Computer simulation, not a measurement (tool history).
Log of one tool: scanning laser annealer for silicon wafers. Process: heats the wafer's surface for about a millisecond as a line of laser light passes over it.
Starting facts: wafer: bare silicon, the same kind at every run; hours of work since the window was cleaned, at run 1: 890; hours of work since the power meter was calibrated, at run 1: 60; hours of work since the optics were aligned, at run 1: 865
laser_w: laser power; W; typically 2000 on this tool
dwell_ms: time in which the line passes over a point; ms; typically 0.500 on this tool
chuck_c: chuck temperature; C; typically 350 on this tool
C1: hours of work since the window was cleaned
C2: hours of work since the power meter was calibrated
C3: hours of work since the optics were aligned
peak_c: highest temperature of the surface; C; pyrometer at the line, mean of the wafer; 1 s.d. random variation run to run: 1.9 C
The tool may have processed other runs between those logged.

Run 1, day 0.000: usual settings; C1 890; C2 60; C3 865. Result: peak_c 1146 C.
Run 2, day 0.262: usual settings; C1 893; C2 63; C3 868. Result: peak_c 1146 C.
Run 3, day 0.533: usual settings; C1 897; C2 66; C3 871. Result: peak_c 1146 C.
Run 4, day 0.888: usual settings but laser_w 2196 W; C1 901; C2 70; C3 875. Result: peak_c 1227 C.
Run 5, day 1.100: usual settings but laser_w 2196 W; C1 903; C2 73; C3 878. Result: peak_c 1224 C.
Run 6, day 1.375: usual settings but chuck_c 338 C; C1 907; C2 76; C3 881. Result: peak_c 1135 C.
Run 7, day 1.571: usual settings but chuck_c 338 C; C1 909; C2 79; C3 883. Result: peak_c 1135 C.
Run 8, day 1.892: usual settings but chuck_c 338 C; C1 913; C2 82; C3 887. Result: peak_c 1136 C.
Run 9, day 2.167: usual settings but chuck_c 338 C; C1 916; C2 86; C3 891. Result: peak_c 1137 C.
Run 10, day 2.354: usual settings but chuck_c 338 C; C1 918; C2 88; C3 893. Result: peak_c 1135 C.
Run 11, day 2.550: usual settings but chuck_c 338 C; C1 920; C2 90; C3 895. Result: peak_c 1138 C.
At day 2.946: window over the wafer cleaned.
Run 12, day 2.975: usual settings but chuck_c 338 C; C1 0; C2 94; C3 899. Result: peak_c 1135 C.
Run 13, day 3.388: usual settings; C1 5; C2 99; C3 904. Result: peak_c 1151 C.
Run 14, day 3.558: usual settings; C1 7; C2 101; C3 906. Result: peak_c 1145 C.
Run 15, day 3.938: usual settings; C1 12; C2 106; C3 911. Result: peak_c 1146 C.
Run 16, day 4.354: usual settings but chuck_c 375 C; C1 17; C2 111; C3 916. Result: peak_c 1173 C.
Run 17, day 4.746: usual settings but laser_w 1914 W; C1 21; C2 115; C3 920. Result: peak_c 1115 C.
Run 18, day 5.000: usual settings but laser_w 1971 W; C1 24; C2 118; C3 923. Result: peak_c 1135 C.
Run 19, day 5.238: usual settings but laser_w 1871 W; C1 27; C2 121; C3 926. Result: peak_c 1095 C.
Run 20, day 5.446: usual settings but laser_w 1871 W; C1 30; C2 124; C3 929. Result: peak_c 1099 C.
Run 21, day 5.808: usual settings but laser_w 1871 W; C1 34; C2 128; C3 933. Result: peak_c 1102 C.
Run 22, day 6.154: usual settings but laser_w 1871 W; C1 38; C2 132; C3 937. Result: peak_c 1099 C.
Run 23, day 6.542: usual settings but dwell_ms 0.482 ms; C1 43; C2 137; C3 942. Result: peak_c 1137 C.
Run 24, day 6.717: usual settings but dwell_ms 0.482 ms; C1 45; C2 139; C3 944. Result: peak_c 1142 C.
Run 25, day 6.983: usual settings but dwell_ms 0.482 ms; C1 48; C2 142; C3 947. Result: peak_c 1136 C.
Run 26, day 7.392: usual settings but dwell_ms 0.593 ms; C1 53; C2 147; C3 952. Result: peak_c 1205 C.
Run 27, day 7.729: usual settings but laser_w 2177 W, dwell_ms 0.483 ms, chuck_c 328 C; C1 57; C2 151; C3 956. Result: peak_c 1186 C.
Run 28, day 8.138: usual settings but laser_w 1889 W, dwell_ms 0.355 ms, chuck_c 328 C; C1 62; C2 156; C3 961. Result: peak_c 979 C.
Run 29, day 8.308: usual settings but laser_w 1889 W, dwell_ms 0.355 ms, chuck_c 328 C; C1 64; C2 158; C3 963. Result: peak_c 980 C.
Run 30, day 8.571: usual settings but laser_w 1889 W, dwell_ms 0.355 ms, chuck_c 328 C; C1 67; C2 161; C3 966. Result: peak_c 985 C.
Run 31, day 8.825: usual settings but laser_w 1889 W, dwell_ms 0.355 ms, chuck_c 328 C; C1 70; C2 164; C3 969. Result: peak_c 979 C.
Run 32, day 9.146: usual settings but laser_w 1889 W, dwell_ms 0.355 ms, chuck_c 328 C; C1 74; C2 168; C3 973. Result: peak_c 980 C.
Run 33, day 9.521: usual settings but laser_w 1889 W, dwell_ms 0.355 ms, chuck_c 328 C; C1 78; C2 172; C3 977. Result: peak_c 980 C.
Run 34, day 9.825: usual settings but laser_w 1889 W, dwell_ms 0.355 ms, chuck_c 328 C; C1 82; C2 176; C3 981. Result: peak_c 983 C.
Run 35, day 10.150: usual settings but laser_w 1806 W, dwell_ms 0.355 ms, chuck_c 328 C; C1 86; C2 180; C3 984. Result: peak_c 953 C.
Run 36, day 10.338: usual settings but laser_w 1917 W, dwell_ms 0.479 ms, chuck_c 312 C; C1 88; C2 182; C3 987. Result: peak_c 1064 C.
Run 37, day 10.738: usual settings but laser_w 1917 W, dwell_ms 0.479 ms, chuck_c 312 C; C1 93; C2 187; C3 991. Result: peak_c 1063 C.
Run 38, day 11.125: usual settings but laser_w 1917 W, dwell_ms 0.479 ms, chuck_c 312 C; C1 97; C2 191; C3 996. Result: peak_c 1067 C.
Run 39, day 11.383: usual settings but laser_w 1917 W, dwell_ms 0.479 ms, chuck_c 312 C; C1 100; C2 194; C3 999. Result: peak_c 1065 C.
Run 40, day 11.738: usual settings but laser_w 1917 W, dwell_ms 0.479 ms, chuck_c 312 C; C1 105; C2 198; C3 1003. Result: peak_c 1066 C.
Run 41, day 12.146: usual settings but laser_w 1800 W, dwell_ms 0.522 ms, chuck_c 380 C; C1 109; C2 203; C3 1008. Result: peak_c 1111 C.

Alternative continuations, all from the tool just after run 41; predict every row:
Run A, day 12.550: usual settings but dwell_ms 0.404 ms, chuck_c 374 C; C1 114; C2 208; C3 1013. Result: peak_c ?.
Run B, day 12.550: usual settings but laser_w 1790 W, dwell_ms 0.473 ms, chuck_c 311 C; C1 114; C2 208; C3 1013. Result: peak_c ?.
Run C, day 12.550: usual settings but chuck_c 363 C; C1 114; C2 208; C3 1013. Result: peak_c ?.

run  peak_c
  A    1103
  B    1012
  C    1161
Stripped of hidden state, with their random variation kept, the same runs would have yielded:
run  peak_c
  A    1104
  B    1012
  C    1162

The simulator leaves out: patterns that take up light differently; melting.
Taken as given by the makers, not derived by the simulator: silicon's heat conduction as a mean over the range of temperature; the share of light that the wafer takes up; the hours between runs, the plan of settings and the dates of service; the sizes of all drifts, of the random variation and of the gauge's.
